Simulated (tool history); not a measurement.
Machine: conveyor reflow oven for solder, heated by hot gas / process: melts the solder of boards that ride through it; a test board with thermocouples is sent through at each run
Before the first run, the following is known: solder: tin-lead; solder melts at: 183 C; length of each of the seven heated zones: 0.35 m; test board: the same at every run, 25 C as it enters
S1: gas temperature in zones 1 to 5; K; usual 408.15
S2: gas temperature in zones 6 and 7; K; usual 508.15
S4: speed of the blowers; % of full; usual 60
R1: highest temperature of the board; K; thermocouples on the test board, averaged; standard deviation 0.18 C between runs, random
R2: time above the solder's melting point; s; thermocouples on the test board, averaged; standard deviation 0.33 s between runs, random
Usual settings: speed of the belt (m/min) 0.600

run 1 hour=0.0 | S1=408.15 S2=508.15 speed_of_the_belt_(m/min)=0.600 S4=60 | R1=479.95 R2=40.0
run 2 hour=6.9 | S1=408.15 S2=508.15 speed_of_the_belt_(m/min)=0.572 S4=60 | R1=482.05 R2=44.9
run 3 hour=15.2 | S1=408.15 S2=508.15 speed_of_the_belt_(m/min)=0.615 S4=60 | R1=478.45 R2=37.7
run 4 hour=23.9 | S1=400.15 S2=508.15 speed_of_the_belt_(m/min)=0.615 S4=60 | R1=476.35 R2=33.0
run 5 hour=30.8 | S1=400.15 S2=508.15 speed_of_the_belt_(m/min)=0.615 S4=60 | R1=476.45 R2=32.6
run 6 hour=37.0 | S1=400.15 S2=508.15 speed_of_the_belt_(m/min)=0.615 S4=60 | R1=476.35 R2=32.5
run 7 hour=47.0 | S1=408.15 S2=508.15 speed_of_the_belt_(m/min)=0.600 S4=60 | R1=479.35 R2=40.4
run 8 hour=55.9 | S1=408.15 S2=508.15 speed_of_the_belt_(m/min)=0.600 S4=60 | R1=479.65 R2=39.9
run 9 hour=65.4 | S1=408.15 S2=508.15 speed_of_the_belt_(m/min)=0.600 S4=60 | R1=479.85 R2=39.6
run 10 hour=73.9 | S1=408.15 S2=508.15 speed_of_the_belt_(m/min)=0.600 S4=60 | R1=480.05 R2=39.9
run 11 hour=79.1 | S1=408.15 S2=512.15 speed_of_the_belt_(m/min)=0.600 S4=60 | R1=482.75 R2=43.1
run 12 hour=84.2 | S1=408.15 S2=508.15 speed_of_the_belt_(m/min)=0.600 S4=60 | R1=479.75 R2=40.1
run 13 hour=92.9 | S1=414.15 S2=508.15 speed_of_the_belt_(m/min)=0.600 S4=60 | R1=481.15 R2=43.9
run 14 hour=100.3 | S1=408.15 S2=508.15 speed_of_the_belt_(m/min)=0.600 S4=60 | R1=479.75 R2=40.5
-- hour=105.9 flux residue cleaned out of gas plates and filters
run 15 hour=115.7 | S1=408.15 S2=508.15 speed_of_the_belt_(m/min)=0.600 S4=60 | R1=479.55 R2=39.8
run 16 hour=121.5 | S1=408.15 S2=508.15 speed_of_the_belt_(m/min)=0.600 S4=60 | R1=479.55 R2=39.5

Run 17 has not been measured yet. What should we expect?
run 17 hour=126.4 | S1=408.15 S2=508.15 speed_of_the_belt_(m/min)=0.600 S4=60 | R1=? R2=?

Run 17 came out at R1 479.45 K, R2 40.2 s.
On a tool with no hidden condition, and with the same random variation, this run would have come out at R1 479.15 K, R2 39.8 s.
